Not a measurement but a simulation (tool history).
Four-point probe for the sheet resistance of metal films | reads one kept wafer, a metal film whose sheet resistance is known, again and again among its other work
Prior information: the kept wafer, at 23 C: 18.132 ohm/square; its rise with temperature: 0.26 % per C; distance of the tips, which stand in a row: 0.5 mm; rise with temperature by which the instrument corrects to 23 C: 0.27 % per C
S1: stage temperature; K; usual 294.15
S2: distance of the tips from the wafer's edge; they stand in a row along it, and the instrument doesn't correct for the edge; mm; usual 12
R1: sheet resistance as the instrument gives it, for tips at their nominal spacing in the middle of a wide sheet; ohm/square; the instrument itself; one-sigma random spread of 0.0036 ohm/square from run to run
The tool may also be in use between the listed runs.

Run 1, hour 0.0: usual settings. Result: R1 18.301697 ohm/square.
Run 2, hour 13.4: usual settings but S2 31 mm. Result: R1 18.283847 ohm/square.
Run 3, hour 24.3: usual settings but S2 31 mm. Result: R1 18.282869 ohm/square.
Run 4, hour 34.9: usual settings. Result: R1 18.297773 ohm/square.
Run 5, hour 46.0: usual settings but S2 62 mm. Result: R1 18.279183 ohm/square.
Run 6, hour 57.5: usual settings but S2 62 mm. Result: R1 18.282722 ohm/square.
Run 7, hour 71.4: usual settings but S2 62 mm. Result: R1 18.287803 ohm/square.
Run 8, hour 83.6: usual settings but S1 305.15 K. Result: R1 18.284170 ohm/square.
Run 9, hour 93.9: usual settings. Result: R1 18.300765 ohm/square.
Run 10, hour 105.7: usual settings. Result: R1 18.292962 ohm/square.
Run 11, hour 113.1: usual settings. Result: R1 18.290079 ohm/square.
Run 12, hour 119.7: usual settings. Result: R1 18.300667 ohm/square.
Run 13, hour 130.4: usual settings but S1 296.15 K. Result: R1 18.296506 ohm/square.
Run 14, hour 139.0: usual settings but S1 296.15 K. Result: R1 18.297450 ohm/square.
Run 15, hour 146.2: usual settings. Result: R1 18.290074 ohm/square.
Run 16, hour 159.5: usual settings. Result: R1 18.288472 ohm/square.
Run 17, hour 171.9: usual settings but S2 29 mm. Result: R1 18.277902 ohm/square.
Run 18, hour 180.2: usual settings. Result: R1 18.303772 ohm/square.
Run 19, hour 193.8: usual settings. Result: R1 18.313395 ohm/square.
Run 20, hour 204.6: usual settings. Result: R1 18.308874 ohm/square.
Run 21, hour 213.3: usual settings but S1 297.15 K, S2 5 mm. Result: R1 18.379835 ohm/square.
Run 22, hour 226.5: usual settings but S1 297.15 K, S2 20 mm. Result: R1 18.290092 ohm/square.
Run 23, hour 234.5: usual settings but S1 305.15 K, S2 21 mm. Result: R1 18.252023 ohm/square.
Run 24, hour 245.2: usual settings but S1 307.15 K, S2 18 mm. Result: R1 18.253602 ohm/square.
Run 25, hour 258.0: usual settings but S2 18 mm. Result: R1 18.261220 ohm/square.
Run 26, hour 269.7: usual settings but S1 298.15 K, S2 30 mm. Result: R1 18.252270 ohm/square.
Run 27, hour 275.9: usual settings but S1 304.15 K, S2 9 mm. Result: R1 18.273827 ohm/square.
Run 28, hour 283.9: usual settings but S1 296.15 K, S2 30 mm. Result: R1 18.255662 ohm/square.
Run 29, hour 297.2: usual settings but S2 20 mm. Result: R1 18.255326 ohm/square.
Run 30, hour 310.3: usual settings but S2 20 mm. Result: R1 18.256126 ohm/square.
Run 31, hour 318.0: usual settings but S1 307.15 K, S2 3 mm. Result: R1 18.511286 ohm/square.
Run 32, hour 325.8: usual settings but S2 6 mm. Result: R1 18.317245 ohm/square.
Run 33, hour 333.5: usual settings but S2 6 mm. Result: R1 18.317349 ohm/square.
Run 34, hour 342.7: usual settings but S2 9 mm. Result: R1 18.284611 ohm/square.
Run 35, hour 349.7: usual settings but S2 9 mm. Result: R1 18.287218 ohm/square.

Withheld: 2 entries from between the runs. Position of each, and hidden state at the listed run before versus the listed run after:
In the gap between runs 17 and 18: stage's thermometer calibrated (hour 173.2)
  inner tips' distance over the nominal, %: 0.627 -> 0.625; wafer's true temperature over the reading, C: 0.4 -> 0.65
  the result without the hidden state subtracted from the measured one, R1: +0.142515 -> +0.154102 ohm/square
In the gap between runs 22 and 23: stage's thermometer calibrated, once more (hour 230.3)
  inner tips' distance over the nominal, %: 0.614 -> 0.612; wafer's true temperature over the reading, C: 0.66 -> 0.02
  the result without the hidden state subtracted from the measured one, R1: +0.151892 -> +0.121199 ohm/square

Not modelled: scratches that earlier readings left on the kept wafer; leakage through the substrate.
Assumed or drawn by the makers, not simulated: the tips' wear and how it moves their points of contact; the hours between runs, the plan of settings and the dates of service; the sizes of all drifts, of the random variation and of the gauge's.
